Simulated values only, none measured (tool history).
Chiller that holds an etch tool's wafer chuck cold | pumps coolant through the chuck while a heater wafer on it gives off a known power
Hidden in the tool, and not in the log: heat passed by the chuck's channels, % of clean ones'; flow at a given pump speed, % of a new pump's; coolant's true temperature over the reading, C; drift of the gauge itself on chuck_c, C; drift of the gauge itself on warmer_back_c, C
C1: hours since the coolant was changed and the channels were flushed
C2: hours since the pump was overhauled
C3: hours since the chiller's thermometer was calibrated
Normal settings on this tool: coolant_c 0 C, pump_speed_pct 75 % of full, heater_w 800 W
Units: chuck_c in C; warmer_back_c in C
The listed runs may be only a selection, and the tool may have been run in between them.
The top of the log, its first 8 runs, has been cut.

Run 9, day 9.150: usual settings but pump_speed_pct 77 % of full; C1 1668; C2 1203; C3 1826. Result: chuck_c 7.1 C, warmer_back_c 2.23 C.
Run 10, day 10.117: usual settings; C1 1691; C2 1227; C3 1849. Result: chuck_c 6.8 C, warmer_back_c 2.32 C.
Run 11, day 11.304: usual settings; C1 1720; C2 1255; C3 1877. Result: chuck_c 7.0 C, warmer_back_c 2.40 C.
Run 12, day 12.488: usual settings; C1 1748; C2 1283; C3 1906. Result: chuck_c 7.1 C, warmer_back_c 2.37 C.
Run 13, day 13.354: usual settings; C1 1769; C2 1304; C3 1927. Result: chuck_c 7.1 C, warmer_back_c 2.32 C.
Run 14, day 14.662: usual settings; C1 1800; C2 1336; C3 1958. Result: chuck_c 7.1 C, warmer_back_c 2.39 C.
Run 15, day 15.433: usual settings; C1 1819; C2 1354; C3 1976. Result: chuck_c 7.1 C, warmer_back_c 2.31 C.
Run 16, day 16.304: usual settings but pump_speed_pct 96 % of full; C1 1840; C2 1375; C3 1997. Result: chuck_c 5.7 C, warmer_back_c 1.86 C.
At day 17.354: chiller's thermometer calibrated.
Run 17, day 17.667: usual settings but pump_speed_pct 94 % of full, heater_w 882 W; C1 1872; C2 1407; C3 8. Result: chuck_c 7.1 C, warmer_back_c 2.06 C.
Run 18, day 19.004: usual settings but coolant_c -3 C, pump_speed_pct 76 % of full, heater_w 886 W; C1 1904; C2 1439; C3 40. Result: chuck_c 5.3 C, warmer_back_c 2.54 C.
Run 19, day 20.400: usual settings but coolant_c -3 C, pump_speed_pct 76 % of full, heater_w 886 W; C1 1937; C2 1472; C3 73. Result: chuck_c 5.2 C, warmer_back_c 2.54 C.
Run 20, day 21.646: usual settings but coolant_c 4 C, pump_speed_pct 77 % of full, heater_w 419 W; C1 1967; C2 1502; C3 103. Result: chuck_c 7.8 C, warmer_back_c 1.22 C.
Run 21, day 22.892: usual settings but coolant_c 4 C, pump_speed_pct 77 % of full, heater_w 419 W; C1 1997; C2 1532; C3 133. Result: chuck_c 7.8 C, warmer_back_c 1.17 C.
Run 22, day 24.104: usual settings but coolant_c 4 C, pump_speed_pct 77 % of full, heater_w 419 W; C1 2026; C2 1561; C3 162. Result: chuck_c 7.9 C, warmer_back_c 1.22 C.
Run 23, day 25.054: usual settings but coolant_c 4 C, pump_speed_pct 64 % of full, heater_w 419 W; C1 2049; C2 1584; C3 185. Result: chuck_c 8.6 C, warmer_back_c 1.43 C.
Run 24, day 25.996: usual settings but coolant_c 4 C, pump_speed_pct 64 % of full, heater_w 419 W; C1 2071; C2 1607; C3 207. Result: chuck_c 8.4 C, warmer_back_c 1.43 C.
Run 25, day 27.021: usual settings but coolant_c 8 C, pump_speed_pct 86 % of full; C1 2096; C2 1631; C3 232. Result: chuck_c 14.8 C, warmer_back_c 2.12 C.
Run 26, day 27.629: usual settings but coolant_c 8 C, pump_speed_pct 86 % of full; C1 2111; C2 1646; C3 247. Result: chuck_c 14.8 C, warmer_back_c 2.05 C.
Run 27, day 28.662: usual settings but coolant_c 8 C, pump_speed_pct 86 % of full, heater_w 412 W; C1 2136; C2 1671; C3 271. Result: chuck_c 11.6 C, warmer_back_c 1.10 C.
Run 28, day 29.688: usual settings but coolant_c 8 C, pump_speed_pct 86 % of full, heater_w 412 W; C1 2160; C2 1695; C3 296. Result: chuck_c 11.5 C, warmer_back_c 1.05 C.
Run 29, day 30.988: usual settings but coolant_c 7 C, pump_speed_pct 67 % of full, heater_w 412 W; C1 2191; C2 1726; C3 327. Result: chuck_c 11.2 C, warmer_back_c 1.34 C.
Run 30, day 31.912: usual settings but coolant_c 6 C, pump_speed_pct 64 % of full, heater_w 945 W; C1 2213; C2 1749; C3 349. Result: chuck_c 16.1 C, warmer_back_c 3.24 C.
Run 31, day 33.296: usual settings but coolant_c 6 C, pump_speed_pct 62 % of full, heater_w 995 W; C1 2247; C2 1782; C3 383. Result: chuck_c 16.8 C, warmer_back_c 3.59 C.

3 ways to go on from here, each from the tool as it stands after run 31. What would each give?
Run A, day 34.279: usual settings but coolant_c -3 C; C1 2270; C2 1805; C3 406. Result: chuck_c ?, warmer_back_c ?.
Run B, day 34.279: usual settings but coolant_c 6 C, pump_speed_pct 62 % of full, heater_w 752 W; C1 2270; C2 1805; C3 406. Result: chuck_c ?, warmer_back_c ?.
Run C, day 34.279: usual settings but coolant_c 6 C, pump_speed_pct 64 % of full, heater_w 423 W; C1 2270; C2 1805; C3 406. Result: chuck_c ?, warmer_back_c ?.

run  chuck_c  warmer_back_c
  A      4.5           2.38
  B     14.1           2.68
  C     10.5           1.47
With no hidden state in the tool, these same runs would have given:
run  chuck_c  warmer_back_c
  A      3.7           2.25
  B     13.3           2.53
  C     10.0           1.39
